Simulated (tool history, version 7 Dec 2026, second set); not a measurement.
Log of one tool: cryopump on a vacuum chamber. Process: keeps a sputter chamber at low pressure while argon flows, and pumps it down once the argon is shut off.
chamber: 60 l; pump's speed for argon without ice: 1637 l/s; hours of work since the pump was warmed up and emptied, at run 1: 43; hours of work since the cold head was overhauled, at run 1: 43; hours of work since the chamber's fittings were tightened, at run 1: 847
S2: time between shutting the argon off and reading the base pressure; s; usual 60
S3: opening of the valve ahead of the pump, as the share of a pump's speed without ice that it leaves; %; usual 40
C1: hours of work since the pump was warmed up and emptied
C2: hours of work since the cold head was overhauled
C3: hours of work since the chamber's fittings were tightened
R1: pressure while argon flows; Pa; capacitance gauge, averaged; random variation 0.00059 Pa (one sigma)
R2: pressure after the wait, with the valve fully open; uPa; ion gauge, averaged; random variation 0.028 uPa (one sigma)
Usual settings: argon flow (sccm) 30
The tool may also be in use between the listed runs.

run 1 hour=0.0 | argon_flow_(sccm)=30 S2=60 S3=40 | C1=43 C2=43 C3=847 | R1=0.0770 R2=1.74
run 2 hour=29.0 | argon_flow_(sccm)=30 S2=31 S3=40 | C1=65 C2=65 C3=869 | R1=0.0775 R2=2.86
run 3 hour=56.8 | argon_flow_(sccm)=30 S2=23 S3=40 | C1=87 C2=87 C3=891 | R1=0.0787 R2=3.71
run 4 hour=100.8 | argon_flow_(sccm)=30 S2=23 S3=40 | C1=121 C2=121 C3=925 | R1=0.0792 R2=3.59
run 5 hour=136.5 | argon_flow_(sccm)=42 S2=60 S3=40 | C1=149 C2=149 C3=953 | R1=0.1107 R2=1.91
run 6 hour=165.4 | argon_flow_(sccm)=14 S2=60 S3=40 | C1=171 C2=171 C3=975 | R1=0.0372 R2=1.89
run 7 hour=193.0 | argon_flow_(sccm)=14 S2=60 S3=40 | C1=193 C2=193 C3=997 | R1=0.0361 R2=1.89
run 8 hour=235.4 | argon_flow_(sccm)=14 S2=60 S3=40 | C1=226 C2=226 C3=1030 | R1=0.0386 R2=1.97
run 9 hour=283.3 | argon_flow_(sccm)=30 S2=60 S3=40 | C1=263 C2=263 C3=1067 | R1=0.0793 R2=1.97
run 10 hour=307.5 | argon_flow_(sccm)=30 S2=60 S3=40 | C1=282 C2=282 C3=1086 | R1=0.0797 R2=2.02
run 11 hour=329.9 | argon_flow_(sccm)=30 S2=60 S3=40 | C1=299 C2=299 C3=1103 | R1=0.0808 R2=2.04
run 12 hour=379.3 | argon_flow_(sccm)=30 S2=70 S3=40 | C1=337 C2=337 C3=1142 | R1=0.0823 R2=1.90
run 13 hour=414.7 | argon_flow_(sccm)=30 S2=60 S3=40 | C1=365 C2=365 C3=1169 | R1=0.0816 R2=2.03
run 14 hour=438.1 | argon_flow_(sccm)=30 S2=60 S3=40 | C1=383 C2=383 C3=1187 | R1=0.0808 R2=2.10
run 15 hour=466.0 | argon_flow_(sccm)=30 S2=60 S3=46 | C1=405 C2=405 C3=1209 | R1=0.0718 R2=2.18
run 16 hour=517.9 | argon_flow_(sccm)=30 S2=60 S3=46 | C1=445 C2=445 C3=1249 | R1=0.0716 R2=2.12
run 17 hour=543.2 | argon_flow_(sccm)=30 S2=60 S3=26 | C1=465 C2=465 C3=1269 | R1=0.1244 R2=2.23
run 18 hour=593.3 | argon_flow_(sccm)=13 S2=160 S3=32 | C1=504 C2=504 C3=1308 | R1=0.0438 R2=1.50
run 19 hour=628.3 | argon_flow_(sccm)=40 S2=233 S3=16 | C1=531 C2=531 C3=1335 | R1=0.2655 R2=1.44
run 20 hour=658.6 | argon_flow_(sccm)=40 S2=233 S3=16 | C1=554 C2=554 C3=1359 | R1=0.2676 R2=1.42
run 21 hour=707.0 | argon_flow_(sccm)=15 S2=88 S3=26 | C1=592 C2=592 C3=1396 | R1=0.0613 R2=1.94
run 22 hour=732.4 | argon_flow_(sccm)=57 S2=88 S3=25 | C1=612 C2=612 C3=1416 | R1=0.2470 R2=1.98
-- hour=751.5 pump warmed up, emptied and cooled again
run 23 hour=769.0 | argon_flow_(sccm)=49 S2=60 S3=40 | C1=14 C2=636 C3=1440 | R1=0.1279 R2=2.17
run 24 hour=813.5 | argon_flow_(sccm)=49 S2=60 S3=40 | C1=48 C2=671 C3=1475 | R1=0.1287 R2=2.22
run 25 hour=860.2 | argon_flow_(sccm)=49 S2=60 S3=40 | C1=84 C2=707 C3=1511 | R1=0.1276 R2=2.13
run 26 hour=893.6 | argon_flow_(sccm)=54 S2=36 S3=35 | C1=110 C2=733 C3=1537 | R1=0.1621 R2=2.98
run 27 hour=917.9 | argon_flow_(sccm)=54 S2=36 S3=35 | C1=129 C2=752 C3=1556 | R1=0.1626 R2=2.93
run 28 hour=949.1 | argon_flow_(sccm)=30 S2=46 S3=40 | C1=153 C2=776 C3=1580 | R1=0.0778 R2=2.61
run 29 hour=975.9 | argon_flow_(sccm)=30 S2=243 S3=21 | C1=174 C2=797 C3=1601 | R1=0.1490 R2=1.46
run 30 hour=1014.8 | argon_flow_(sccm)=30 S2=108 S3=27 | C1=205 C2=827 C3=1631 | R1=0.1160 R2=1.82
run 31 hour=1069.4 | argon_flow_(sccm)=53 S2=226 S3=21 | C1=247 C2=870 C3=1674 | R1=0.2646 R2=1.58
run 32 hour=1115.1 | argon_flow_(sccm)=38 S2=66 S3=40 | C1=283 C2=905 C3=1709 | R1=0.1013 R2=2.28
run 33 hour=1139.6 | argon_flow_(sccm)=15 S2=52 S3=34 | C1=302 C2=924 C3=1728 | R1=0.0469 R2=2.57
run 34 hour=1169.0 | argon_flow_(sccm)=15 S2=52 S3=34 | C1=324 C2=947 C3=1751 | R1=0.0473 R2=2.67

Hidden state at the last listed run before each entry between runs and at the first one after, where it differs:
Between runs 22 and 23: pump warmed up, emptied and cooled again (hour 751.5)
  pump's speed, % of a pump's without ice: 84.2 -> 99.6; cold plate's temperature, K: 12.61 -> 12.62; leak into the chamber, uPa l/s: 1615 -> 1637
  measured less the result without the state, R1: +0.0119 -> +0.0009 Pa; R2: +1.00 -> +0.84 uPa
